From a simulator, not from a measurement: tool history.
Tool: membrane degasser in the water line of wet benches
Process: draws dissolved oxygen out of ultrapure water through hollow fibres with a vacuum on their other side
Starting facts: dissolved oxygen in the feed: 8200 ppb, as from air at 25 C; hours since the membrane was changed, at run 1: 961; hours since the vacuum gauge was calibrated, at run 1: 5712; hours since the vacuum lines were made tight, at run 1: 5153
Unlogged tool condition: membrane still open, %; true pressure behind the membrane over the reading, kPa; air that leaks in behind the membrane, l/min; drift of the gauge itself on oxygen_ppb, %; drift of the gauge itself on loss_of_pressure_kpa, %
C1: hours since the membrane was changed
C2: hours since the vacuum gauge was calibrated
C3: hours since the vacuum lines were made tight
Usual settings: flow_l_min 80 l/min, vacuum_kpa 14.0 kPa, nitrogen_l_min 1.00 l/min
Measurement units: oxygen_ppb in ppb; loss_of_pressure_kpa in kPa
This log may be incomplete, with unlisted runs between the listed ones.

Run 1, hour 0.0: usual settings; C1 961; C2 5712; C3 5153. Result: oxygen_ppb 1332.5 ppb, loss_of_pressure_kpa 41.43 kPa.
At hour 104.3: vacuum gauge calibrated.
Run 2, hour 145.4: usual settings; C1 1106; C2 41; C3 5298. Result: oxygen_ppb 1336.7 ppb, loss_of_pressure_kpa 41.49 kPa.
Run 3, hour 265.1: usual settings but nitrogen_l_min 0.51 l/min; C1 1225; C2 161; C3 5418. Result: oxygen_ppb 1908.0 ppb, loss_of_pressure_kpa 41.34 kPa.
Run 4, hour 427.8: usual settings but flow_l_min 94 l/min, nitrogen_l_min 0.51 l/min; C1 1388; C2 324; C3 5580. Result: oxygen_ppb 2064.7 ppb, loss_of_pressure_kpa 48.45 kPa.
Run 5, hour 593.9: usual settings but nitrogen_l_min 1.02 l/min; C1 1554; C2 490; C3 5747. Result: oxygen_ppb 1319.5 ppb, loss_of_pressure_kpa 41.34 kPa.
Run 6, hour 786.9: usual settings but nitrogen_l_min 1.02 l/min; C1 1747; C2 683; C3 5939. Result: oxygen_ppb 1315.8 ppb, loss_of_pressure_kpa 41.40 kPa.
At hour 928.5: seals of the vacuum lines changed.
Run 7, hour 942.5: usual settings but nitrogen_l_min 1.02 l/min; C1 1901; C2 836; C3 14. Result: oxygen_ppb 1314.1 ppb, loss_of_pressure_kpa 41.01 kPa.
Run 8, hour 1089.6: usual settings but nitrogen_l_min 1.02 l/min; C1 2048; C2 983; C3 161. Result: oxygen_ppb 1318.6 ppb, loss_of_pressure_kpa 41.03 kPa.
Run 9, hour 1274.9: usual settings; C1 2233; C2 1169; C3 346. Result: oxygen_ppb 1335.8 ppb, loss_of_pressure_kpa 40.89 kPa.
Run 10, hour 1395.1: usual settings but flow_l_min 58 l/min; C1 2353; C2 1289; C3 467. Result: oxygen_ppb 1063.3 ppb, loss_of_pressure_kpa 29.66 kPa.
Run 11, hour 1502.4: usual settings; C1 2461; C2 1396; C3 574. Result: oxygen_ppb 1332.3 ppb, loss_of_pressure_kpa 41.38 kPa.
Run 12, hour 1606.8: usual settings; C1 2565; C2 1501; C3 678. Result: oxygen_ppb 1336.9 ppb, loss_of_pressure_kpa 41.40 kPa.
Run 13, hour 1695.4: usual settings; C1 2654; C2 1589; C3 767. Result: oxygen_ppb 1339.0 ppb, loss_of_pressure_kpa 40.93 kPa.
Run 14, hour 1860.5: usual settings; C1 2819; C2 1754; C3 932. Result: oxygen_ppb 1335.0 ppb, loss_of_pressure_kpa 41.38 kPa.
Run 15, hour 2067.9: usual settings; C1 3026; C2 1962; C3 1139. Result: oxygen_ppb 1326.8 ppb, loss_of_pressure_kpa 41.11 kPa.
Run 16, hour 2230.8: usual settings but nitrogen_l_min 2.37 l/min; C1 3189; C2 2125; C3 1302. Result: oxygen_ppb 758.1 ppb, loss_of_pressure_kpa 41.59 kPa.
Run 17, hour 2412.6: usual settings but nitrogen_l_min 1.71 l/min; C1 3371; C2 2306; C3 1484. Result: oxygen_ppb 946.3 ppb, loss_of_pressure_kpa 41.36 kPa.
Run 18, hour 2513.4: usual settings but flow_l_min 100 l/min, vacuum_kpa 18.9 kPa, nitrogen_l_min 1.32 l/min; C1 3472; C2 2407; C3 1585. Result: oxygen_ppb 1791.4 ppb, loss_of_pressure_kpa 51.73 kPa.
Run 19, hour 2718.6: usual settings but flow_l_min 66 l/min, vacuum_kpa 33.0 kPa, nitrogen_l_min 1.13 l/min; C1 3677; C2 2612; C3 1790. Result: oxygen_ppb 2463.8 ppb, loss_of_pressure_kpa 34.04 kPa.
Run 20, hour 2806.8: usual settings but flow_l_min 98 l/min; C1 3765; C2 2701; C3 1878. Result: oxygen_ppb 1530.5 ppb, loss_of_pressure_kpa 50.79 kPa.
Run 21, hour 2919.3: usual settings but flow_l_min 98 l/min; C1 3878; C2 2813; C3 1991. Result: oxygen_ppb 1530.8 ppb, loss_of_pressure_kpa 50.57 kPa.
Run 22, hour 3094.0: usual settings but flow_l_min 121 l/min, vacuum_kpa 14.9 kPa, nitrogen_l_min 1.20 l/min; C1 4052; C2 2988; C3 2165. Result: oxygen_ppb 1708.3 ppb, loss_of_pressure_kpa 62.45 kPa.
Run 23, hour 3197.3: usual settings but flow_l_min 121 l/min, vacuum_kpa 14.9 kPa, nitrogen_l_min 1.20 l/min; C1 4156; C2 3091; C3 2269. Result: oxygen_ppb 1706.2 ppb, loss_of_pressure_kpa 62.53 kPa.
Run 24, hour 3327.4: usual settings but flow_l_min 111 l/min, vacuum_kpa 18.2 kPa, nitrogen_l_min 1.65 l/min; C1 4286; C2 3221; C3 2399. Result: oxygen_ppb 1633.8 ppb, loss_of_pressure_kpa 57.08 kPa.
Run 25, hour 3484.5: usual settings but flow_l_min 111 l/min, vacuum_kpa 18.2 kPa, nitrogen_l_min 1.65 l/min; C1 4443; C2 3378; C3 2556. Result: oxygen_ppb 1635.3 ppb, loss_of_pressure_kpa 57.45 kPa.
Run 26, hour 3604.4: usual settings but flow_l_min 111 l/min, vacuum_kpa 18.2 kPa, nitrogen_l_min 1.65 l/min; C1 4563; C2 3498; C3 2676. Result: oxygen_ppb 1635.0 ppb, loss_of_pressure_kpa 56.67 kPa.
Run 27, hour 3721.3: usual settings but flow_l_min 111 l/min, vacuum_kpa 18.2 kPa, nitrogen_l_min 1.65 l/min; C1 4680; C2 3615; C3 2793. Result: oxygen_ppb 1632.0 ppb, loss_of_pressure_kpa 57.20 kPa.
Run 28, hour 3814.7: usual settings but vacuum_kpa 12.3 kPa, nitrogen_l_min 1.50 l/min; C1 4773; C2 3708; C3 2886. Result: oxygen_ppb 894.6 ppb, loss_of_pressure_kpa 40.99 kPa.
Run 29, hour 4024.2: usual settings but vacuum_kpa 12.3 kPa, nitrogen_l_min 1.20 l/min; C1 4983; C2 3918; C3 3096. Result: oxygen_ppb 1032.4 ppb, loss_of_pressure_kpa 41.45 kPa.
Run 30, hour 4168.0: usual settings but vacuum_kpa 12.3 kPa, nitrogen_l_min 1.20 l/min; C1 5126; C2 4062; C3 3239. Result: oxygen_ppb 1032.0 ppb, loss_of_pressure_kpa 41.06 kPa.

Estimate the outcome of run 31 from the log above:
Run 31, hour 4366.8: usual settings but vacuum_kpa 29.1 kPa, nitrogen_l_min 0.46 l/min; C1 5325; C2 4260; C3 3438. Result: oxygen_ppb ?, loss_of_pressure_kpa ?.

Run 31 came out at oxygen_ppb 3822.0 ppb, loss_of_pressure_kpa 41.43 kPa.
On a tool with no hidden condition, and with the same random variation, this run would have come out at oxygen_ppb 3821.8 ppb, loss_of_pressure_kpa 41.41 kPa.
